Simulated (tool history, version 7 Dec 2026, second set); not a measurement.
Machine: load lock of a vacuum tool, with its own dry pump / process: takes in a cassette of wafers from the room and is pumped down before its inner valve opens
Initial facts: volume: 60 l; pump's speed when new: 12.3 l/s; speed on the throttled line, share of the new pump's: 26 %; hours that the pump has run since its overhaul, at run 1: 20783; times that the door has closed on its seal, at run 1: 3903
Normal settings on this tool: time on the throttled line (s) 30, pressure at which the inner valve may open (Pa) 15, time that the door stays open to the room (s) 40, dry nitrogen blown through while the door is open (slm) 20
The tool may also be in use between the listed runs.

run	hour	time on the throttled line (s)	pressure at which the inner valve may open (Pa)	time that the door stays open to the room (s)	dry nitrogen blown through while the door is open (slm)	hours that the pump has run since its overhaul	times that the door has closed on its seal	incoming humidity of the room's air, %	time from the closed door until the inner valve may open (s)	rise of the pressure with all valves shut (Pa/min)
1	0.0	30	15	40	20	20783	3903	45.2	65.6	0.022
2	288.6	30	15	40	20	21072	4520	43.7	65.1	0.020
3	680.4	30	15	40	20	21464	5359	41.5	66.1	0.016
4	1005.7	30	15	40	20	21789	6055	46.3	64.9	0.020
5	1214.9	30	15	40	20	21998	6503	48.1	65.7	0.018
6	1469.4	30	15	55	20	22253	7047	46.1	65.3	0.025
7	1741.5	30	15	55	20	22525	7630	45.0	64.8	0.021
8	2220.6	30	15	55	20	23004	8655	45.8	65.3	0.027
# hour 2554.8: dry pump taken out, an overhauled one fitted
9	2683.4	35	15	71	20	129	9632	41.7	69.9	0.026
10	3004.8	35	15	71	20	450	10320	43.4	70.0	0.021
11	3369.8	30	14	40	20	815	11101	44.1	65.7	0.023
12	3833.3	24	29	40	20	1278	12093	44.2	57.8	0.019
13	4146.8	26	29	172	20	1592	12764	43.9	59.8	0.052

Here are 5 independent what-if runs from the current tool condition. What would each one return?
A	4530.2	25	29	172	31	1975	13585	44.2	?	?
B	4530.2	25	22	40	20	1975	13585	47.4	?	?
C	4530.2	26	16	172	29	1975	13585	46.3	?	?
D	4530.2	30	15	62	33	1975	13585	47.1	?	?
E	4530.2	20	22	172	20	1975	13585	44.5	?	?

run	time from the closed door until the inner valve may open (s)	rise of the pressure with all valves shut (Pa/min)
A	57.9	0.036
B	59.9	0.021
C	62.6	0.037
D	64.8	0.021
E	56.7	0.050
Take away the tool's hidden state, keep each run's random variation, and the runs would have read:
run	time from the closed door until the inner valve may open (s)	rise of the pressure with all valves shut (Pa/min)
A	57.9	0.036
B	59.9	0.021
C	62.6	0.037
D	64.8	0.021
E	56.7	0.049
